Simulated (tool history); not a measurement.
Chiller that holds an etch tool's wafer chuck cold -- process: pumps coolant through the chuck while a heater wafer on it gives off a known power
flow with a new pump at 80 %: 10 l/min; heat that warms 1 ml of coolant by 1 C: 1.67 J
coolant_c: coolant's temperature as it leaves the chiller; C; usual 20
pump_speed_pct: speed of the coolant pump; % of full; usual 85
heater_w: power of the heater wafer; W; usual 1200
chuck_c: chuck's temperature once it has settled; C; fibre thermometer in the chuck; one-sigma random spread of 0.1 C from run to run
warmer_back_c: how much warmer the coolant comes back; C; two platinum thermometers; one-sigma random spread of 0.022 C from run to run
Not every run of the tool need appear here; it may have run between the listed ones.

run	day	coolant_c	pump_speed_pct	heater_w	chuck_c	warmer_back_c
1	0.000	20	85	1200	27.5	4.09
2	2.321	20	85	1200	27.4	4.04
3	3.792	20	85	1200	27.6	4.05
4	6.504	20	85	1200	27.5	4.05
5	9.175	20	85	1200	27.7	4.05
6	11.912	20	84	1200	27.7	4.05
7	13.712	18	85	1200	25.7	4.03
8	15.383	18	85	1200	25.7	4.01
9	17.167	18	85	1200	25.6	4.02
# day 17.912: chiller's thermometer calibrated
10	19.250	29	64	681	34.4	2.96
11	21.600	25	92	601	28.7	1.81
12	23.446	20	90	1200	27.0	3.76
13	25.300	20	77	1200	28.2	4.42
14	28.350	26	62	779	32.4	3.54
15	30.004	19	80	1200	27.0	4.22
16	32.829	19	80	1200	26.9	4.23
17	34.429	19	80	1200	26.8	4.21
18	35.767	29	73	1228	37.8	4.72

Each row is a separate what-if for the run after 18, all from the same tool condition, not one after another. Results?
A	37.950	29	70	1228	?	?
B	37.950	17	86	1555	?	?
C	37.950	17	70	1652	?	?

run	chuck_c	warmer_back_c
A	37.9	4.92
B	26.8	5.10
C	29.2	6.65
Take away the tool's hidden state, keep each run's random variation, and the runs would have read:
run	chuck_c	warmer_back_c
A	37.9	5.04
B	26.8	5.21
C	29.1	6.76

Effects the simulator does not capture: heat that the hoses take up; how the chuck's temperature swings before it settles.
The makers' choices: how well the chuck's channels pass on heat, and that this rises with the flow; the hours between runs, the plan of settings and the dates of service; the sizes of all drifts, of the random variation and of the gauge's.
